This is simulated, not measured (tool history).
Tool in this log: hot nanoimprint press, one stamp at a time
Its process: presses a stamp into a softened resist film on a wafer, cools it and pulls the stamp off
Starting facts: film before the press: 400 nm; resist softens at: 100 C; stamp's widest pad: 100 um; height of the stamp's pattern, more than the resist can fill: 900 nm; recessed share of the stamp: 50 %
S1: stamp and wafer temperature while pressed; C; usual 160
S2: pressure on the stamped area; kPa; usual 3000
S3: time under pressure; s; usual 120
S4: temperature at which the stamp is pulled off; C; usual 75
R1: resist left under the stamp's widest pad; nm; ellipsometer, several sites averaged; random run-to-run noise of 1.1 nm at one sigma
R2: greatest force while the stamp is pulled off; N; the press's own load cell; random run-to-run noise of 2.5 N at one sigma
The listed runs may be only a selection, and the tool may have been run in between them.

run   hour   S1    S2   S3  S4     R1   R2
  1      0  160  3000  120  75  166.7  112
  2    8.2  160  3000  120  75  167.8  111
  3   14.1  160  3000  120  75  167.8  110
  4   19.8  160  3000  120  75  168.1  115
  5   27.7  151  3000  120  75  221.8  116
  6   36.3  151  3000   65  75  269.5  118
  7   42.4  151  3000   65  75  267.2  112
  8   52.1  160  3000  120  75  169.8  111
  9   64.5  160  2740  120  75    176  116
 10     71  160  2740  120  75  175.1  113
 11   78.1  160  3000  120  75  167.8  114
 12   89.1  160  3000  120  75  167.7  117
 13   97.6  160  3000  120  75  167.3  112
 14  109.9  160  3000  120  75  168.5  113
 15  115.9  160  3000  120  75  167.1  110
 16  124.8  160  3000  120  75    168  109
 17  132.9  153  3000  120  75  211.5  114
 18  141.9  153  3000  120  75  210.3  114
 19  148.7  160  3000  120  70  168.2  124
 20  155.3  159  2220  101  75    213  113
 21  165.5  162  2220   93  79    200  101
 22  176.3  162  2220   93  79  200.1  100
 23  188.3  160  3040  147  68    154  136
 24  200.5  160  3040  147  68  154.3  134
 25  212.4  160  3040  147  68  155.7  134
 26    223  170  3000  120  64  126.5  147
 27  236.1  170  4630  144  64   90.5  144
 28  247.5  154  2890  120  77  207.6  104
 29  256.2  154  2890  120  77    207  103
 30  265.4  165  3000  228  65  113.1  142
 31    273  165  3000  228  65  112.5  146

Consider 3 possible next runs. They are alternatives, not a sequence: every one starts from the tool as it was left by run 31. What does each give?
  A  284.9  165  3980  143  65   ?   ?
  B  284.9  172  2840  228  60   ?   ?
  C  284.9  156  4500  120  75   ?   ?

run     R1   R2
  A    115  144
  B   94.5  162
  C  153.6  113
Take away the tool's hidden state, keep each run's random variation, and the runs would have read:
run     R1   R2
  A  114.9  143
  B   94.5  161
  C  153.6  113
